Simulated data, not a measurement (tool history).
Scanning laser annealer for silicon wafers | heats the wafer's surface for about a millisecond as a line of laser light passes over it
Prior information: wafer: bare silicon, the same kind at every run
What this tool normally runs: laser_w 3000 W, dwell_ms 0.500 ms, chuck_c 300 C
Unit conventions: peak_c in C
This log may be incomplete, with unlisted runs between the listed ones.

| run | hour | laser_w | dwell_ms | chuck_c | peak_c |
|---|---|---|---|---|---|
| 1 | 0.0 | 3000 | 0.500 | 300 | 1052 |
| 2 | 11.2 | 3000 | 0.500 | 300 | 1050 |
| 3 | 21.4 | 3000 | 0.500 | 300 | 1051 |
| 4 | 37.7 | 3134 | 0.500 | 300 | 1087 |
| 5 | 47.4 | 3134 | 0.567 | 300 | 1134 |
| 6 | 59.5 | 3075 | 0.500 | 300 | 1068 |
| 7 | 76.2 | 3000 | 0.500 | 300 | 1046 |
| 8 | 85.8 | 3000 | 0.500 | 300 | 1049 |
| 9 | 95.3 | 3000 | 0.500 | 300 | 1048 |
| 10 | 104.1 | 3000 | 0.500 | 300 | 1044 |
| 11 | 118.2 | 3000 | 0.500 | 300 | 1046 |
|  | 122.4 | laser's power meter calibrated |
| 12 | 133.4 | 3000 | 0.500 | 300 | 1046 |
| 13 | 142.3 | 3000 | 0.500 | 300 | 1045 |
| 14 | 154.9 | 3000 | 0.500 | 300 | 1047 |
| 15 | 166.5 | 2637 | 0.500 | 300 | 941 |
| 16 | 177.3 | 2637 | 0.500 | 300 | 940 |
|  | 184.2 | laser's power meter calibrated, once more |
| 17 | 190.8 | 2637 | 0.541 | 300 | 964 |
| 18 | 206.8 | 2637 | 0.541 | 300 | 962 |
| 19 | 222.2 | 3000 | 0.500 | 300 | 1039 |
| 20 | 240.0 | 3000 | 0.500 | 300 | 1040 |
| 21 | 248.4 | 3000 | 0.500 | 300 | 1038 |
| 22 | 265.8 | 3000 | 0.500 | 300 | 1040 |
| 23 | 280.6 | 3000 | 0.516 | 295 | 1044 |
| 24 | 289.5 | 3000 | 0.486 | 300 | 1027 |
| 25 | 299.9 | 3000 | 0.486 | 300 | 1027 |
| 26 | 310.0 | 3000 | 0.486 | 300 | 1026 |
| 27 | 320.9 | 2837 | 0.500 | 309 | 999 |
| 28 | 336.7 | 2837 | 0.500 | 309 | 999 |
| 29 | 353.2 | 2970 | 0.500 | 266 | 990 |
| 30 | 361.6 | 2907 | 0.500 | 309 | 1019 |
| 31 | 369.2 | 2961 | 0.500 | 300 | 1021 |
| 32 | 380.8 | 2961 | 0.500 | 300 | 1022 |
|  | 387.1 | window over the wafer cleaned |
| 33 | 397.0 | 3000 | 0.389 | 312 | 1003 |
| 34 | 411.4 | 2751 | 0.570 | 330 | 1067 |
| 35 | 422.7 | 2841 | 0.494 | 332 | 1054 |
| 36 | 434.8 | 2947 | 0.446 | 323 | 1038 |
| 37 | 453.1 | 2731 | 0.519 | 300 | 1002 |
| 38 | 470.4 | 2731 | 0.519 | 300 | 999 |
| 39 | 479.0 | 2975 | 0.500 | 315 | 1073 |
| 40 | 486.8 | 2870 | 0.462 | 305 | 1004 |
| 41 | 505.6 | 2870 | 0.462 | 305 | 1008 |
| 42 | 518.2 | 2870 | 0.462 | 305 | 1008 |

3 ways to go on from here, each from the tool as it stands after run 42. What would each give?
| A | 534.7 | 2572 | 0.462 | 305 | ? |
| B | 534.7 | 2698 | 0.586 | 283 | ? |
| C | 534.7 | 2986 | 0.462 | 265 | ? |

| run | peak_c |
|---|---|
| A | 923 |
| B | 1010 |
| C | 994 |
The same runs, with their run-to-run variation unchanged, on a tool lacking any hidden condition would have given:
| run | peak_c |
|---|---|
| A | 940 |
| B | 1029 |
| C | 1014 |

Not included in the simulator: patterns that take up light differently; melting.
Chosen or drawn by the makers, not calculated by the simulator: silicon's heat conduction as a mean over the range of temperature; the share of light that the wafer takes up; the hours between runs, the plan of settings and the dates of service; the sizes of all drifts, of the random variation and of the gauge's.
